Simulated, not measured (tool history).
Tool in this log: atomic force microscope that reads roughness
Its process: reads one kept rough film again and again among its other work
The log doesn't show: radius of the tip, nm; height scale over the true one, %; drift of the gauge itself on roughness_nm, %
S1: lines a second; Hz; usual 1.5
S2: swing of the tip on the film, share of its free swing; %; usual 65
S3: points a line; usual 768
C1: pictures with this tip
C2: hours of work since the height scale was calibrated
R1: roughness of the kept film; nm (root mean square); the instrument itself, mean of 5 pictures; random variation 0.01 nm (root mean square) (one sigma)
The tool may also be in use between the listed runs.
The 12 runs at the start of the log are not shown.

| run | day | S1 | S2 | S3 | C1 | C2 | R1 |
|---|---|---|---|---|---|---|---|
|  | 9.75 | height scale calibrated on a step standard, once more |
| 13 | 10.296 | 1.5 | 65 | 958 | 137 | 6 | 2.242 |
| 14 | 10.883 | 1.5 | 65 | 958 | 153 | 12 | 2.211 |
| 15 | 11.967 | 0.58 | 65 | 958 | 182 | 24 | 2.255 |
| 16 | 12.629 | 0.58 | 65 | 958 | 200 | 31 | 2.232 |
| 17 | 13.179 | 0.58 | 65 | 958 | 215 | 37 | 2.21 |
|  | 13.279 | new tip fitted |
| 18 | 14.058 | 0.58 | 65 | 958 | 21 | 46 | 2.354 |
| 19 | 14.967 | 1.52 | 72 | 468 | 46 | 56 | 2.229 |
| 20 | 15.738 | 1.52 | 72 | 468 | 67 | 64 | 2.229 |
| 21 | 16.429 | 1.26 | 86 | 642 | 85 | 71 | 2.15 |

What does the tool deliver on the next run?
| 22 | 17.004 | 1.66 | 67 | 274 | 101 | 77 | ? |

R1: 2.218 nm (root mean square)
If the tool had no hidden condition, the same run with the same run-to-run variation would have returned R1 2.294 nm (root mean square).
